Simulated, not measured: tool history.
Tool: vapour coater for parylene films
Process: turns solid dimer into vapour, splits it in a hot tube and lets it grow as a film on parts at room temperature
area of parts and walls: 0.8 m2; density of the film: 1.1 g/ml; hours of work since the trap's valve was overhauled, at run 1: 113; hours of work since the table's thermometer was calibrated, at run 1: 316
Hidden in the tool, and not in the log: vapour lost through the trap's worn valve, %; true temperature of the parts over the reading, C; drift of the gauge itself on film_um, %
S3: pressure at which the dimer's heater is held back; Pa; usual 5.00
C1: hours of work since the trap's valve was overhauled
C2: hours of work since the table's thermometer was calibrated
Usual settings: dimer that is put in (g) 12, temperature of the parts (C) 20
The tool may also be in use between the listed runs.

{"run": 1, "hour": 0.0, "dimer that is put in (g)": 12, "temperature of the parts (C)": 20, "S3": 5.0, "C1": 113, "C2": 316, "thickness of the film (um)": 10.4}
{"run": 2, "hour": 15.6, "dimer that is put in (g)": 12, "temperature of the parts (C)": 20, "S3": 5.0, "C1": 122, "C2": 325, "thickness of the film (um)": 10.35}
{"run": 3, "hour": 32.5, "dimer that is put in (g)": 12, "temperature of the parts (C)": 20, "S3": 11.13, "C1": 131, "C2": 334, "thickness of the film (um)": 9.31}
{"run": 4, "hour": 48.3, "dimer that is put in (g)": 10, "temperature of the parts (C)": 20, "S3": 5.0, "C1": 140, "C2": 343, "thickness of the film (um)": 8.49}
{"run": 5, "hour": 59.7, "dimer that is put in (g)": 21, "temperature of the parts (C)": 20, "S3": 5.0, "C1": 147, "C2": 349, "thickness of the film (um)": 17.89}
{"run": 6, "hour": 79.7, "dimer that is put in (g)": 21, "temperature of the parts (C)": 20, "S3": 5.0, "C1": 158, "C2": 361, "thickness of the film (um)": 17.96}
{"run": 7, "hour": 91.3, "dimer that is put in (g)": 21, "temperature of the parts (C)": 20, "S3": 5.0, "C1": 164, "C2": 367, "thickness of the film (um)": 17.86}
{"run": 8, "hour": 101.7, "dimer that is put in (g)": 12, "temperature of the parts (C)": 20, "S3": 8.96, "C1": 170, "C2": 373, "thickness of the film (um)": 9.4}
{"run": 9, "hour": 123.2, "dimer that is put in (g)": 12, "temperature of the parts (C)": 20, "S3": 8.96, "C1": 182, "C2": 385, "thickness of the film (um)": 9.37}
{"run": 10, "hour": 140.5, "dimer that is put in (g)": 12, "temperature of the parts (C)": 20, "S3": 3.1, "C1": 192, "C2": 395, "thickness of the film (um)": 10.42}
{"run": 11, "hour": 154.1, "dimer that is put in (g)": 12, "temperature of the parts (C)": 20, "S3": 3.1, "C1": 200, "C2": 402, "thickness of the film (um)": 10.41}
{"run": 12, "hour": 168.3, "dimer that is put in (g)": 12, "temperature of the parts (C)": 20, "S3": 3.1, "C1": 208, "C2": 410, "thickness of the film (um)": 10.26}
{"run": 13, "hour": 181.3, "dimer that is put in (g)": 12, "temperature of the parts (C)": 20, "S3": 3.1, "C1": 215, "C2": 418, "thickness of the film (um)": 10.43}
{"run": 14, "hour": 199.5, "dimer that is put in (g)": 12, "temperature of the parts (C)": 20, "S3": 5.0, "C1": 225, "C2": 428, "thickness of the film (um)": 9.83}
{"run": 15, "hour": 217.2, "dimer that is put in (g)": 12, "temperature of the parts (C)": 23, "S3": 5.0, "C1": 235, "C2": 438, "thickness of the film (um)": 8.5}
{"run": 16, "hour": 238.8, "dimer that is put in (g)": 12, "temperature of the parts (C)": 23, "S3": 5.0, "C1": 247, "C2": 450, "thickness of the film (um)": 8.53}
{"run": 17, "hour": 249.3, "dimer that is put in (g)": 12, "temperature of the parts (C)": 20, "S3": 9.3, "C1": 253, "C2": 456, "thickness of the film (um)": 9.05}
{"run": 18, "hour": 267.5, "dimer that is put in (g)": 12, "temperature of the parts (C)": 20, "S3": 6.42, "C1": 263, "C2": 466, "thickness of the film (um)": 9.53}
{"run": 19, "hour": 277.7, "dimer that is put in (g)": 12, "temperature of the parts (C)": 20, "S3": 6.42, "C1": 269, "C2": 472, "thickness of the film (um)": 9.44}
{"run": 20, "hour": 287.8, "dimer that is put in (g)": 12, "temperature of the parts (C)": 20, "S3": 3.36, "C1": 275, "C2": 477, "thickness of the film (um)": 10.01}
{"hour": 293.4, "done": "trap's valve overhauled"}
{"run": 21, "hour": 309.5, "dimer that is put in (g)": 12, "temperature of the parts (C)": 20, "S3": 3.4, "C1": 9, "C2": 487, "thickness of the film (um)": 9.24}
{"run": 22, "hour": 324.4, "dimer that is put in (g)": 12, "temperature of the parts (C)": 20, "S3": 3.4, "C1": 17, "C2": 496, "thickness of the film (um)": 9.29}
{"run": 23, "hour": 338.4, "dimer that is put in (g)": 12, "temperature of the parts (C)": 20, "S3": 3.4, "C1": 25, "C2": 504, "thickness of the film (um)": 9.23}
{"run": 24, "hour": 357.8, "dimer that is put in (g)": 12, "temperature of the parts (C)": 26, "S3": 5.51, "C1": 36, "C2": 515, "thickness of the film (um)": 6.57}
{"run": 25, "hour": 377.9, "dimer that is put in (g)": 17, "temperature of the parts (C)": 15, "S3": 4.84, "C1": 47, "C2": 526, "thickness of the film (um)": 15.21}
{"run": 26, "hour": 398.2, "dimer that is put in (g)": 17, "temperature of the parts (C)": 15, "S3": 4.84, "C1": 59, "C2": 537, "thickness of the film (um)": 14.94}
{"hour": 412.5, "done": "trap's valve overhauled, once more"}
{"run": 27, "hour": 420.9, "dimer that is put in (g)": 14, "temperature of the parts (C)": 15, "S3": 2.34, "C1": 5, "C2": 548, "thickness of the film (um)": 15.48}
{"run": 28, "hour": 441.8, "dimer that is put in (g)": 6, "temperature of the parts (C)": 25, "S3": 2.78, "C1": 16, "C2": 559, "thickness of the film (um)": 4.51}
{"run": 29, "hour": 453.7, "dimer that is put in (g)": 6, "temperature of the parts (C)": 32, "S3": 2.78, "C1": 23, "C2": 566, "thickness of the film (um)": 3.24}
{"run": 30, "hour": 473.4, "dimer that is put in (g)": 12, "temperature of the parts (C)": 20, "S3": 5.81, "C1": 34, "C2": 577, "thickness of the film (um)": 10.65}
{"run": 31, "hour": 491.2, "dimer that is put in (g)": 9, "temperature of the parts (C)": 25, "S3": 10.63, "C1": 44, "C2": 587, "thickness of the film (um)": 5.93}
{"run": 32, "hour": 512.7, "dimer that is put in (g)": 11, "temperature of the parts (C)": 18, "S3": 8.75, "C1": 56, "C2": 599, "thickness of the film (um)": 10.04}
{"run": 33, "hour": 527.8, "dimer that is put in (g)": 10, "temperature of the parts (C)": 15, "S3": 3.18, "C1": 65, "C2": 608, "thickness of the film (um)": 10.73}
{"run": 34, "hour": 546.6, "dimer that is put in (g)": 7, "temperature of the parts (C)": 31, "S3": 6.09, "C1": 75, "C2": 618, "thickness of the film (um)": 3.56}
{"run": 35, "hour": 559.4, "dimer that is put in (g)": 12, "temperature of the parts (C)": 29, "S3": 7.7, "C1": 83, "C2": 626, "thickness of the film (um)": 6.5}

The next listed run, before its measurement:
{"run": 36, "hour": 571.6, "dimer that is put in (g)": 12, "temperature of the parts (C)": 20, "S3": 9.92, "C1": 89, "C2": 632, "thickness of the film (um)": "?"}

thickness of the film (um): 9.75
Without the tool's hidden state the same run would have given thickness of the film (um) 10.13.

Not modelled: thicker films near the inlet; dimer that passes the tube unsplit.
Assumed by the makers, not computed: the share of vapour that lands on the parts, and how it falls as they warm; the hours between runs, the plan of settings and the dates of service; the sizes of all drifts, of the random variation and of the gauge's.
